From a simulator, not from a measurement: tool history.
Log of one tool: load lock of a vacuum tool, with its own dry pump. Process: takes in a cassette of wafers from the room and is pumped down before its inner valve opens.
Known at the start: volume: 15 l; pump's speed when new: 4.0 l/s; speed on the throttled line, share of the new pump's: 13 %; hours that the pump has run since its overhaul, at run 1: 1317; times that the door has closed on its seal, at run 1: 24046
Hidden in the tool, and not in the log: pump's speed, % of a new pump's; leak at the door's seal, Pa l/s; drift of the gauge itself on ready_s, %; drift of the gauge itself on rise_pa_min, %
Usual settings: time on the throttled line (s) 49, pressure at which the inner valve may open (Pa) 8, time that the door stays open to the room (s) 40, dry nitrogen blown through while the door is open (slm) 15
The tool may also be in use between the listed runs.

run,hour,time on the throttled line (s),pressure at which the inner valve may open (Pa),time that the door stays open to the room (s),dry nitrogen blown through while the door is open (slm),hours that the pump has run since its overhaul,times that the door has closed on its seal,"incoming humidity of the room's air, %",time from the closed door until the inner valve may open (s),rise of the pressure with all valves shut (Pa/min)
1,0.0,49,8,40,15,1317,24046,44.7,78.5,0.486
2,48.8,49,8,40,15,1366,24142,42.2,78.9,0.492
3,117.0,61,8,40,15,1434,24278,49.3,90.6,0.498
4,214.4,61,8,40,15,1531,24470,45.4,88.9,0.496
5,304.9,61,8,40,15,1622,24650,46.7,90.0,0.516
6,420.2,25,8,40,15,1737,24878,41.8,59.1,0.515
7,523.5,49,8,40,15,1840,25083,40.8,79.1,0.518
8,635.9,49,8,40,15,1953,25305,42.4,79.7,0.531
9,750.4,49,8,40,15,2067,25532,42.4,78.6,0.546
10,852.1,49,8,40,15,2169,25734,45.3,80.0,0.548
11,972.1,49,8,40,15,2289,25971,46.6,78.8,0.555
12,1044.7,84,8,40,15,2362,26115,42.3,109.5,0.552
13,1145.6,84,8,40,15,2463,26315,44.7,108.4,0.571
14,1254.6,96,8,40,15,2572,26531,44.0,119.8,0.588
# hour 1293.5: door's seal changed, seat wiped
15,1347.6,96,8,40,15,2663,107,43.1,119.1,0.049
16,1451.2,52,8,40,15,2767,312,44.2,82.1,0.051
17,1505.1,52,8,40,15,2821,419,47.4,82.0,0.052
18,1607.3,49,8,40,11,2923,622,50.4,78.4,0.068
19,1718.9,95,7,149,9,3034,843,44.1,119.0,0.096
20,1778.4,95,6,149,4,3094,960,42.7,119.4,0.098
21,1833.9,49,8,121,15,3149,1070,47.7,79.5,0.085
22,1890.5,49,8,121,15,3206,1182,45.5,79.5,0.078
23,1956.5,32,8,54,19,3272,1313,46.4,65.4,0.061
24,2030.0,32,8,54,19,3345,1459,46.2,65.3,0.057
25,2094.8,34,8,40,21,3410,1587,44.6,67.2,0.056
26,2165.1,34,8,40,21,3481,1726,42.9,66.5,0.056
27,2264.4,26,8,151,15,3580,1923,49.2,59.7,0.099

Run 28 comes next. What will it give?
28,2377.6,26,8,151,15,3693,2147,42.0,?,?

Run 28 gave time from the closed door until the inner valve may open (s) 59.9, rise of the pressure with all valves shut (Pa/min) 0.090.
Without the tool's hidden state the same run would have given time from the closed door until the inner valve may open (s) 58.3, rise of the pressure with all valves shut (Pa/min) 0.075.
